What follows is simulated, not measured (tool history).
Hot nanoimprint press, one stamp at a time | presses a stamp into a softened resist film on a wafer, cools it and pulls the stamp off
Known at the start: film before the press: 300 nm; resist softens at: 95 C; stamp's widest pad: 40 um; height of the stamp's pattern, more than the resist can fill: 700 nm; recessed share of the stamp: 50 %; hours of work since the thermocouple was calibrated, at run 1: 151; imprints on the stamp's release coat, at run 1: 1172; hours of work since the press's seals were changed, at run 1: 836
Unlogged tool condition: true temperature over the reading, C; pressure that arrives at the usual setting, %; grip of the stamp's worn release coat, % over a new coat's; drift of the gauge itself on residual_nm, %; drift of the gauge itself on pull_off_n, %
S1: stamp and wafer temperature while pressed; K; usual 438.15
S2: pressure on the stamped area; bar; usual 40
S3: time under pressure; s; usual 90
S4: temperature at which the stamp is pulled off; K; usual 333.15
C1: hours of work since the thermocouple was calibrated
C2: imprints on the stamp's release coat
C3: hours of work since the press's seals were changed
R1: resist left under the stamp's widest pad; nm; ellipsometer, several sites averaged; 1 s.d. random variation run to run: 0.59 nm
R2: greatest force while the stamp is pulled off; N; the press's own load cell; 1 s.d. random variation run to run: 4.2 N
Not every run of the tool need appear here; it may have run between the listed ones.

run    hour      S1    S2  S3      S4   C1    C2    C3     R1   R2
  1       0  438.15    40  90  333.15  151  1172   836  120.8  210
       24.7  -- stamp cleaned and given a new release coat
  2    38.6  438.15    40  90  333.15  171    66   856  121.3  208
  3    88.3  438.15    40  90  333.15  202   302   887    120  209
  4   150.1  438.15  29.5  90  333.15  240   597   925  137.9  207
  5   209.4  438.15    40  92  333.15  276   879   961  120.6  208
  6   238.6  438.15    40  90  333.15  294  1018   979  120.8  211
  7     285  441.15    40  90  333.15  322  1239  1007    110  203
      295.2  -- stamp cleaned and given a new release coat
  8   348.1  438.15    40  90  333.15  357   252  1042  122.9  209
      385.8  -- plate thermocouple calibrated
  9   411.2  438.15    40  90  333.15   16   539  1079    123  206
 10   468.6  438.15    40  90  333.15   51   812  1114    122  205
 11   514.6  438.15    40  90  333.15   79  1031  1143  122.5  214
 12   545.2  438.15    40  90  333.15   98  1176  1161  122.8  197
      569.8  -- stamp cleaned and given a new release coat
      587.8  -- gauge calibrated
 13   603.3  438.15    40  90  333.15  130   159  1193  120.1  197
 14   631.2  438.15    40  90  333.15  147   292  1211  120.5  209
 15   681.1  438.15    40  90  333.15  178   529  1241  119.9  211
 16   706.8  438.15    40  90  333.15  193   652  1257  119.6  207
 17   744.9  450.15    40  90  319.15  217   833  1280   84.9  245
 18   799.5  450.15    40  90  319.15  250  1093  1314   84.7  244
 19   826.2  450.15  54.5  88  337.15  267  1220  1330   73.4  201
      842.1  -- stamp cleaned and given a new release coat
      857.7  -- press's hydraulic seals changed and the load cell set to zero
 20   889.4  444.15    40  90  325.15  297   187    19  100.9  228
 21   915.6  438.15  49.9  65  329.15  313   312    36  126.8  214
 22   944.5  438.15  49.9  65  329.15  331   450    53  125.2  213
 23   982.3  438.15  49.9  65  329.15  354   629    76  125.2  226
 24  1014.7  438.15  48.5  90  328.15  374   784    96  112.5  225
     1026.8  -- plate thermocouple calibrated
 25  1047.1  438.15  48.5  90  328.15   12   924   114  111.7  221
 26  1092.4  438.15  48.5  90  328.15   40  1139   142  112.1  219
     1122.8  -- stamp cleaned and given a new release coat
 27  1154.1  438.15  48.5  90  328.15   74   149   176  113.7  222
 28  1193.8  435.15    40  90  335.15   99   338   201  134.9  198
 29  1249.3  435.15    40  90  335.15  133   602   235  134.6  207

Each run again, without the hidden state but with its own random variation kept:
run     R1
  1  120.7
  2  121.1
  3  119.5
  4  136.9
  5  119.4
  6  119.5
  7  108.5
  8    121
  9  120.6
 10  119.3
 11  119.4
 12  119.6
 13    120
 14  120.2
 15  119.3
 16  118.8
 17   84.2
 18   83.8
 19   72.5
 20   99.7
 21  125.2
 22  123.4
 23  123.2
 24  110.5
 25  109.3
 26  109.5
 27  110.8
 28  131.3
 29  130.7
R2 without the hidden state stays within 2 N of what was measured, in all runs.

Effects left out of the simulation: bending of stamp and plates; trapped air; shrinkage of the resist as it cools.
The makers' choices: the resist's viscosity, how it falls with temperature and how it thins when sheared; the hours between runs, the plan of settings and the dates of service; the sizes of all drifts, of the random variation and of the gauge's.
